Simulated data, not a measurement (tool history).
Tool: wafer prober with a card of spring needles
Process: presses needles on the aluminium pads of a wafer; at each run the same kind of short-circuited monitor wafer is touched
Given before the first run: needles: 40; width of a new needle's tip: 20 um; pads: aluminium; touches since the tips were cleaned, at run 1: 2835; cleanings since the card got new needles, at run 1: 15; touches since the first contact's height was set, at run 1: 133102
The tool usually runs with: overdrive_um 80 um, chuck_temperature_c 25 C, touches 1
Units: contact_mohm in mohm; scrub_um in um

run,hour,overdrive_um,chuck_temperature_c,touches,touches since the tips were cleaned,cleanings since the card got new needles,touches since the first contact's height was set,contact_mohm,scrub_um
1,0,80,25,1,2835,15,133102,295,19.68
# hour 9.6: tips cleaned on abrasive film
2,10.7,80,25,1,497,16,138010,274,19.61
3,16.1,80,25,1,2985,16,140498,298,19.65
# hour 25.4: tips cleaned on abrasive film
4,27,80,25,1,730,17,145499,279,19.68
5,34.2,80,25,1,4090,17,148859,303,19.64
# hour 41: tips cleaned on abrasive film
6,44.2,80,25,1,1491,18,153432,294,19.6
7,51.9,80,25,1,5044,18,156985,308,19.64
# hour 56.6: tips cleaned on abrasive film
8,60.9,80,37,1,2015,19,161145,301,19.58
# hour 72.5: tips cleaned on abrasive film
9,72.6,80,25,1,69,20,166523,277,19.61
10,79.9,80,25,1,3442,20,169896,307,19.61
11,86.7,80,25,1,6586,20,173040,313,19.59
# hour 88.7: tips cleaned on abrasive film
12,94.1,80,25,1,2517,21,176414,303,19.59
13,103.4,80,64,1,6838,21,180735,324,19.54
# hour 104.5: tips cleaned on abrasive film
14,108.4,80,64,1,1824,22,183013,304,19.59
15,117.8,80,83,1,6164,22,187353,330,19.51
# hour 120.3: tips cleaned on abrasive film
16,125.5,80,25,2,2430,23,190886,288,19.51
17,134.8,84,25,2,6698,23,195154,294,20.5
# hour 136.6: tips cleaned on abrasive film
18,143.9,84,25,2,3375,24,199336,291,20.53
19,149.2,63,25,1,5857,24,201818,338,15.34
# hour 152.3: tips cleaned on abrasive film
20,156.7,80,41,1,2055,25,205230,302,19.48
# hour 168.1: tips cleaned on abrasive film
21,168.4,80,41,1,145,26,210588,280,19.48
22,173.7,76,38,1,2594,26,213037,309,18.46
23,182.7,70,25,1,6769,26,217212,332,17
# hour 183.8: tips cleaned on abrasive film
24,190.8,61,105,1,3218,27,220911,341,14.75
# hour 199.6: tips cleaned on abrasive film
25,200.7,61,105,1,493,28,225449,315,14.72
# hour 204.3: height of the first contact set anew
26,211.1,85,59,2,5210,28,3154,300,21.13
# hour 216.1: tips cleaned on abrasive film
27,220.3,85,59,1,1929,29,7337,307,21.16
28,228.3,85,59,1,5673,29,11081,315,21.13
# hour 232.2: tips cleaned on abrasive film
29,239,85,59,1,3153,30,15992,308,21.09
30,244.4,80,125,1,5613,30,18452,332,19.84
# hour 248.8: tips cleaned on abrasive film
31,251.5,79,124,1,1277,31,21724,313,19.64
32,262.3,79,45,1,6266,31,26713,322,19.6
# hour 264.6: tips cleaned on abrasive film
33,271.8,87,45,1,3370,32,31083,304,21.62

Take each entry between the runs: how does the hidden state at the last listed run before it differ from the hidden state at the first listed run after it?
Logged between run 1 and run 2: tips cleaned on abrasive film (hour 9.6)
  debris on the tips, nm: 34.3 -> 9.6; way that the needles fall short of the set height, um: 0.91 -> 0.99; tips' diameter, um: 20.32 -> 20.35
  measured minus no-state result, contact_mohm: +28 -> +8 mohm; scrub_um: -0.22 -> -0.25 um
Logged between run 3 and run 4: tips cleaned on abrasive film (hour 25.4)
  debris on the tips, nm: 35.2 -> 16.3; way that the needles fall short of the set height, um: 0.99 -> 1.04; tips' diameter, um: 20.35 -> 20.37
  measured minus no-state result, contact_mohm: +29 -> +13 mohm; scrub_um: -0.25 -> -0.26 um
Logged between run 5 and run 6: tips cleaned on abrasive film (hour 41)
  debris on the tips, nm: 43.6 -> 24.6; way that the needles fall short of the set height, um: 1.04 -> 1.12; tips' diameter, um: 20.37 -> 20.39
  measured minus no-state result, contact_mohm: +36 -> +21 mohm; scrub_um: -0.26 -> -0.28 um
Logged between run 7 and run 8: tips cleaned on abrasive film (hour 56.6)
  debris on the tips, nm: 48 -> 29.8; way that the needles fall short of the set height, um: 1.12 -> 1.19; tips' diameter, um: 20.39 -> 20.41
  measured minus no-state result, contact_mohm: +39 -> +25 mohm; scrub_um: -0.28 -> -0.29 um
Logged between run 8 and run 9: tips cleaned on abrasive film (hour 72.5)
  debris on the tips, nm: 29.8 -> 4.2; way that the needles fall short of the set height, um: 1.19 -> 1.25; tips' diameter, um: 20.41 -> 20.44
  measured minus no-state result, contact_mohm: +25 -> +4 mohm; scrub_um: -0.29 -> -0.31 um
Logged between run 11 and run 12: tips cleaned on abrasive film (hour 88.7)
  debris on the tips, nm: 51.7 -> 35; way that the needles fall short of the set height, um: 1.25 -> 1.33; tips' diameter, um: 20.44 -> 20.47
  measured minus no-state result, contact_mohm: +44 -> +29 mohm; scrub_um: -0.31 -> -0.33 um
Logged between run 13 and run 14: tips cleaned on abrasive film (hour 104.5)
  debris on the tips, nm: 53.3 -> 28.2; way that the needles fall short of the set height, um: 1.33 -> 1.41; tips' diameter, um: 20.47 -> 20.49
  measured minus no-state result, contact_mohm: +42 -> +23 mohm; scrub_um: -0.34 -> -0.35 um
Logged between run 15 and run 16: tips cleaned on abrasive film (hour 120.3)
  debris on the tips, nm: 51.3 -> 31.1; way that the needles fall short of the set height, um: 1.41 -> 1.48; tips' diameter, um: 20.49 -> 20.52
  measured minus no-state result, contact_mohm: +39 -> +16 mohm; scrub_um: -0.35 -> -0.37 um
Logged between run 17 and run 18: tips cleaned on abrasive film (hour 136.6)
  debris on the tips, nm: 52 -> 39.8; way that the needles fall short of the set height, um: 1.48 -> 1.56; tips' diameter, um: 20.52 -> 20.55
  measured minus no-state result, contact_mohm: +25 -> +19 mohm; scrub_um: -0.37 -> -0.39 um
Logged between run 19 and run 20: tips cleaned on abrasive film (hour 152.3)
  debris on the tips, nm: 51 -> 29.2; way that the needles fall short of the set height, um: 1.56 -> 1.63; tips' diameter, um: 20.55 -> 20.57
  measured minus no-state result, contact_mohm: +67 -> +25 mohm; scrub_um: -0.39 -> -0.4 um
Logged between run 20 and run 21: tips cleaned on abrasive film (hour 168.1)
  debris on the tips, nm: 29.2 -> 8.1; way that the needles fall short of the set height, um: 1.63 -> 1.71; tips' diameter, um: 20.57 -> 20.6
  measured minus no-state result, contact_mohm: +25 -> +7 mohm; scrub_um: -0.4 -> -0.43 um
Logged between run 23 and run 24: tips cleaned on abrasive film (hour 183.8)
  debris on the tips, nm: 53.6 -> 36.8; way that the needles fall short of the set height, um: 1.71 -> 1.76; tips' diameter, um: 20.6 -> 20.62
  measured minus no-state result, contact_mohm: +59 -> +46 mohm; scrub_um: -0.43 -> -0.44 um
Logged between run 24 and run 25: tips cleaned on abrasive film (hour 199.6)
  debris on the tips, nm: 36.8 -> 11.1; way that the needles fall short of the set height, um: 1.76 -> 1.83; tips' diameter, um: 20.62 -> 20.64
  measured minus no-state result, contact_mohm: +46 -> +15 mohm; scrub_um: -0.44 -> -0.45 um
Logged between run 25 and run 26: height of the first contact set anew (hour 204.3)
  debris on the tips, nm: 11.1 -> 47.7; way that the needles fall short of the set height, um: 1.83 -> 0
  measured minus no-state result, contact_mohm: +15 -> +21 mohm; scrub_um: -0.45 -> +0 um
Logged between run 26 and run 27: tips cleaned on abrasive film (hour 216.1)
  debris on the tips, nm: 47.7 -> 26.4; way that the needles fall short of the set height, um: 0 -> 0.07; tips' diameter, um: 20.64 -> 20.66
  measured minus no-state result, contact_mohm: +21 -> +19 mohm; scrub_um: +0 -> -0.01 um
Logged between run 28 and run 29: tips cleaned on abrasive film (hour 232.2)
  debris on the tips, nm: 49.2 -> 37.4; way that the needles fall short of the set height, um: 0.07 -> 0.12; tips' diameter, um: 20.66 -> 20.68
  measured minus no-state result, contact_mohm: +35 -> +27 mohm; scrub_um: -0.02 -> -0.03 um
Logged between run 30 and run 31: tips cleaned on abrasive film (hour 248.8)
  debris on the tips, nm: 49.4 -> 19; way that the needles fall short of the set height, um: 0.12 -> 0.17; tips' diameter, um: 20.68 -> 20.7
  measured minus no-state result, contact_mohm: +35 -> +14 mohm; scrub_um: -0.03 -> -0.04 um
Logged between run 32 and run 33: tips cleaned on abrasive film (hour 264.6)
  debris on the tips, nm: 51 -> 38.9; way that the needles fall short of the set height, um: 0.17 -> 0.24; tips' diameter, um: 20.7 -> 20.72
  measured minus no-state result, contact_mohm: +42 -> +28 mohm; scrub_um: -0.04 -> -0.06 um
